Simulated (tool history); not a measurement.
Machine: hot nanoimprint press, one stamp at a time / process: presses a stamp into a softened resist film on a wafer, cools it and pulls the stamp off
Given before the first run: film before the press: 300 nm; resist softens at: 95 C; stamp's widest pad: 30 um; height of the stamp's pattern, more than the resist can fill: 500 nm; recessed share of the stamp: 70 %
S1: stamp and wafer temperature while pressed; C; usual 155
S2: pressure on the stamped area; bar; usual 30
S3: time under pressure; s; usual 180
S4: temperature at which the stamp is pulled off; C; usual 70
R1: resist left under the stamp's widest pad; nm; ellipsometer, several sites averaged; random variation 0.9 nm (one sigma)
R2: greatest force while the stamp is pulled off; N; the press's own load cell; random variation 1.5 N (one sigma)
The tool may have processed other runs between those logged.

run 1 hour=0 | S1=155 S2=30 S3=180 S4=70 | R1=130.9 R2=102
run 2 hour=51.6 | S1=155 S2=30 S3=180 S4=70 | R1=130.3 R2=105
run 3 hour=84.4 | S1=155 S2=30 S3=180 S4=70 | R1=131 R2=107
-- hour=98.6 press's hydraulic seals changed and the load cell set to zero
-- hour=131.8 stamp cleaned and given a new release coat
run 4 hour=158.7 | S1=155 S2=30 S3=180 S4=70 | R1=129.8 R2=98
run 5 hour=217.7 | S1=159 S2=30 S3=180 S4=70 | R1=114.8 R2=103
-- hour=225.9 plate thermocouple calibrated
run 6 hour=276.9 | S1=159 S2=30 S3=180 S4=70 | R1=109.2 R2=102
-- hour=324.7 stamp cleaned and given a new release coat
run 7 hour=331.4 | S1=155 S2=30 S3=180 S4=70 | R1=124.8 R2=94
run 8 hour=374.7 | S1=155 S2=30 S3=180 S4=70 | R1=127.8 R2=100
run 9 hour=415.1 | S1=155 S2=30 S3=180 S4=70 | R1=126.5 R2=97
run 10 hour=481.3 | S1=155 S2=30 S3=180 S4=70 | R1=131.5 R2=104
-- hour=515.9 stamp cleaned and given a new release coat
run 11 hour=547.7 | S1=155 S2=30 S3=180 S4=70 | R1=129.1 R2=100
run 12 hour=616.2 | S1=155 S2=30 S3=180 S4=70 | R1=129.9 R2=103
run 13 hour=679.8 | S1=155 S2=30 S3=180 S4=70 | R1=130.9 R2=104
-- hour=693.8 plate thermocouple calibrated
-- hour=706.2 stamp cleaned and given a new release coat
run 14 hour=731 | S1=155 S2=26.5 S3=180 S4=70 | R1=131.6 R2=98
run 15 hour=802.6 | S1=155 S2=27.1 S3=180 S4=70 | R1=130.9 R2=101

What does the tool deliver on the next run?
run 16 hour=851.9 | S1=155 S2=22.7 S3=206 S4=65 | R1=? R2=?

Run 16 yielded R1 134.5 nm, R2 114 N.
With no hidden state in the tool, this same run would have given R1 132.5 nm, R2 106 N.
